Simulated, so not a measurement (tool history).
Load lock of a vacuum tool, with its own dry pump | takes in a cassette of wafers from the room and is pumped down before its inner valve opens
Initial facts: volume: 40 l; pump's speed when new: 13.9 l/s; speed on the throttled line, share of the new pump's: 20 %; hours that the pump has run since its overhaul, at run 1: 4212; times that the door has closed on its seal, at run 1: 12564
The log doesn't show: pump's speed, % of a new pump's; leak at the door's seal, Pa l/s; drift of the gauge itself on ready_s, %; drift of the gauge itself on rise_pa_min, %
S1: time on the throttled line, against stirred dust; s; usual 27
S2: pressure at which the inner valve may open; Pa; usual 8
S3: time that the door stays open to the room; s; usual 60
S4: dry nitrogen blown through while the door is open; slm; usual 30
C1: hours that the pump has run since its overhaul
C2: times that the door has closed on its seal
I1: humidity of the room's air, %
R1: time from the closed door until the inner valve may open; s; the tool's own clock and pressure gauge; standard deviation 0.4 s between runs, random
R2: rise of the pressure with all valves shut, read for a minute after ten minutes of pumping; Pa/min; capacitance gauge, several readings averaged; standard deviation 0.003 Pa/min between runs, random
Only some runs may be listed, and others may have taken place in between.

{"run": 1, "day": 0.0, "S1": 27, "S2": 8, "S3": 60, "S4": 30, "C1": 4212, "C2": 12564, "I1": 42.9, "R1": 50.2, "R2": 0.104}
{"run": 2, "day": 4.042, "S1": 27, "S2": 8, "S3": 26, "S4": 30, "C1": 4309, "C2": 12959, "I1": 41.5, "R1": 50, "R2": 0.105}
{"run": 3, "day": 7.933, "S1": 27, "S2": 8, "S3": 26, "S4": 30, "C1": 4403, "C2": 13340, "I1": 43.6, "R1": 50.5, "R2": 0.111}
{"run": 4, "day": 11.125, "S1": 27, "S2": 8, "S3": 60, "S4": 30, "C1": 4479, "C2": 13652, "I1": 46.8, "R1": 50, "R2": 0.119}
{"run": 5, "day": 16.242, "S1": 27, "S2": 8, "S3": 60, "S4": 30, "C1": 4602, "C2": 14152, "I1": 44.6, "R1": 50.4, "R2": 0.119}
{"run": 6, "day": 20.104, "S1": 27, "S2": 8, "S3": 60, "S4": 30, "C1": 4695, "C2": 14529, "I1": 41.9, "R1": 50.6, "R2": 0.122}
{"run": 7, "day": 26.708, "S1": 27, "S2": 14, "S3": 60, "S4": 30, "C1": 4853, "C2": 15175, "I1": 43.1, "R1": 48, "R2": 0.128}
{"run": 8, "day": 32.525, "S1": 27, "S2": 14, "S3": 60, "S4": 30, "C1": 4993, "C2": 15744, "I1": 47.6, "R1": 48.4, "R2": 0.132}
{"run": 9, "day": 38.392, "S1": 27, "S2": 8, "S3": 69, "S4": 30, "C1": 5134, "C2": 16317, "I1": 48.3, "R1": 49.7, "R2": 0.146}
{"run": 10, "day": 44.55, "S1": 27, "S2": 8, "S3": 60, "S4": 30, "C1": 5282, "C2": 16919, "I1": 43.9, "R1": 51, "R2": 0.149}
{"run": 11, "day": 47.867, "S1": 27, "S2": 8, "S3": 60, "S4": 30, "C1": 5361, "C2": 17244, "I1": 44.7, "R1": 50.7, "R2": 0.147}
{"run": 12, "day": 53.438, "S1": 27, "S2": 8, "S3": 60, "S4": 30, "C1": 5495, "C2": 17789, "I1": 45.6, "R1": 50.8, "R2": 0.155}
{"run": 13, "day": 56.738, "S1": 27, "S2": 8, "S3": 60, "S4": 30, "C1": 5574, "C2": 18111, "I1": 48, "R1": 50.6, "R2": 0.153}
{"run": 14, "day": 61.117, "S1": 27, "S2": 8, "S3": 214, "S4": 30, "C1": 5679, "C2": 18539, "I1": 43.5, "R1": 51, "R2": 0.178}
{"run": 15, "day": 68.075, "S1": 27, "S2": 8, "S3": 214, "S4": 30, "C1": 5846, "C2": 19219, "I1": 47.7, "R1": 50.4, "R2": 0.195}
{"run": 16, "day": 71.954, "S1": 23, "S2": 8, "S3": 214, "S4": 30, "C1": 5939, "C2": 19599, "I1": 44.9, "R1": 46.4, "R2": 0.197}
{"run": 17, "day": 77.35, "S1": 23, "S2": 8, "S3": 214, "S4": 30, "C1": 6069, "C2": 20127, "I1": 44.1, "R1": 47.3, "R2": 0.202}
{"run": 18, "day": 80.658, "S1": 23, "S2": 8, "S3": 214, "S4": 30, "C1": 6148, "C2": 20450, "I1": 46.6, "R1": 47.6, "R2": 0.202}
{"run": 19, "day": 84.088, "S1": 23, "S2": 8, "S3": 214, "S4": 30, "C1": 6231, "C2": 20785, "I1": 46.2, "R1": 47.4, "R2": 0.208}
{"run": 20, "day": 90.912, "S1": 23, "S2": 8, "S3": 214, "S4": 30, "C1": 6394, "C2": 21452, "I1": 44.3, "R1": 47.1, "R2": 0.214}
{"run": 21, "day": 94.488, "S1": 23, "S2": 8, "S3": 214, "S4": 30, "C1": 6480, "C2": 21802, "I1": 43.8, "R1": 46.9, "R2": 0.224}
{"run": 22, "day": 98.062, "S1": 23, "S2": 8, "S3": 214, "S4": 30, "C1": 6566, "C2": 22151, "I1": 46.7, "R1": 47.9, "R2": 0.226}
{"run": 23, "day": 103.188, "S1": 23, "S2": 8, "S3": 214, "S4": 30, "C1": 6689, "C2": 22652, "I1": 47.6, "R1": 47.4, "R2": 0.23}
{"run": 24, "day": 109.842, "S1": 27, "S2": 8, "S3": 84, "S4": 30, "C1": 6849, "C2": 23303, "I1": 47.5, "R1": 49.9, "R2": 0.225}
{"run": 25, "day": 114.083, "S1": 40, "S2": 12, "S3": 60, "S4": 30, "C1": 6950, "C2": 23718, "I1": 45.8, "R1": 60.2, "R2": 0.224}
{"run": 26, "day": 120.842, "S1": 27, "S2": 11, "S3": 127, "S4": 30, "C1": 7113, "C2": 24379, "I1": 41.3, "R1": 49.5, "R2": 0.242}
{"run": 27, "day": 126.738, "S1": 27, "S2": 11, "S3": 127, "S4": 30, "C1": 7254, "C2": 24955, "I1": 50.5, "R1": 49.6, "R2": 0.262}
{"run": 28, "day": 133.588, "S1": 27, "S2": 11, "S3": 127, "S4": 30, "C1": 7419, "C2": 25624, "I1": 41.3, "R1": 49.6, "R2": 0.263}
{"run": 29, "day": 136.504, "S1": 34, "S2": 11, "S3": 41, "S4": 26, "C1": 7489, "C2": 25910, "I1": 43.2, "R1": 55.4, "R2": 0.262}
{"run": 30, "day": 142.175, "S1": 34, "S2": 11, "S3": 41, "S4": 26, "C1": 7625, "C2": 26464, "I1": 48, "R1": 55.9, "R2": 0.263}
{"run": 31, "day": 146.279, "S1": 27, "S2": 8, "S3": 33, "S4": 30, "C1": 7723, "C2": 26865, "I1": 41.6, "R1": 51.5, "R2": 0.263}
{"run": 32, "day": 151.654, "S1": 27, "S2": 8, "S3": 33, "S4": 30, "C1": 7852, "C2": 27391, "I1": 44.4, "R1": 51.5, "R2": 0.278}
{"run": 33, "day": 157.029, "S1": 27, "S2": 8, "S3": 33, "S4": 30, "C1": 7981, "C2": 27916, "I1": 46.6, "R1": 51.2, "R2": 0.287}
{"run": 34, "day": 163.696, "S1": 27, "S2": 8, "S3": 33, "S4": 30, "C1": 8141, "C2": 28568, "I1": 44.9, "R1": 51.3, "R2": 0.291}
{"run": 35, "day": 170.496, "S1": 27, "S2": 8, "S3": 33, "S4": 30, "C1": 8304, "C2": 29233, "I1": 45, "R1": 50.8, "R2": 0.297}
{"run": 36, "day": 176.588, "S1": 27, "S2": 8, "S3": 33, "S4": 30, "C1": 8451, "C2": 29829, "I1": 42.1, "R1": 50.4, "R2": 0.316}

Measured less the same run without the tool's hidden state. The same run-to-run variation is in both; the gauge's scatter may not be:
run=1 R1=+1 R2=+0.088
run=2 R1=+1 R2=+0.092
run=3 R1=+1 R2=+0.095
run=4 R1=+1.1 R2=+0.099
run=5 R1=+1.2 R2=+0.105
run=6 R1=+1.1 R2=+0.108
run=7 R1=+1.1 R2=+0.112
run=8 R1=+1.2 R2=+0.118
run=9 R1=+1.3 R2=+0.126
run=10 R1=+1.3 R2=+0.132
run=11 R1=+1.4 R2=+0.133
run=12 R1=+1.4 R2=+0.137
run=13 R1=+1.4 R2=+0.144
run=14 R1=+1.5 R2=+0.148
run=15 R1=+1.5 R2=+0.16
run=16 R1=+1.6 R2=+0.162
run=17 R1=+1.6 R2=+0.168
run=18 R1=+1.6 R2=+0.171
run=19 R1=+1.7 R2=+0.176
run=20 R1=+1.7 R2=+0.184
run=21 R1=+1.8 R2=+0.189
run=22 R1=+1.8 R2=+0.192
run=23 R1=+1.8 R2=+0.197
run=24 R1=+1.8 R2=+0.205
run=25 R1=+1.6 R2=+0.21
run=26 R1=+1.8 R2=+0.217
run=27 R1=+1.8 R2=+0.232
run=28 R1=+1.9 R2=+0.242
run=29 R1=+1.8 R2=+0.242
run=30 R1=+1.8 R2=+0.246
run=31 R1=+2.2 R2=+0.253
run=32 R1=+2.2 R2=+0.263
run=33 R1=+2.2 R2=+0.271
run=34 R1=+2.3 R2=+0.281
run=35 R1=+2.3 R2=+0.29
run=36 R1=+2.3 R2=+0.302

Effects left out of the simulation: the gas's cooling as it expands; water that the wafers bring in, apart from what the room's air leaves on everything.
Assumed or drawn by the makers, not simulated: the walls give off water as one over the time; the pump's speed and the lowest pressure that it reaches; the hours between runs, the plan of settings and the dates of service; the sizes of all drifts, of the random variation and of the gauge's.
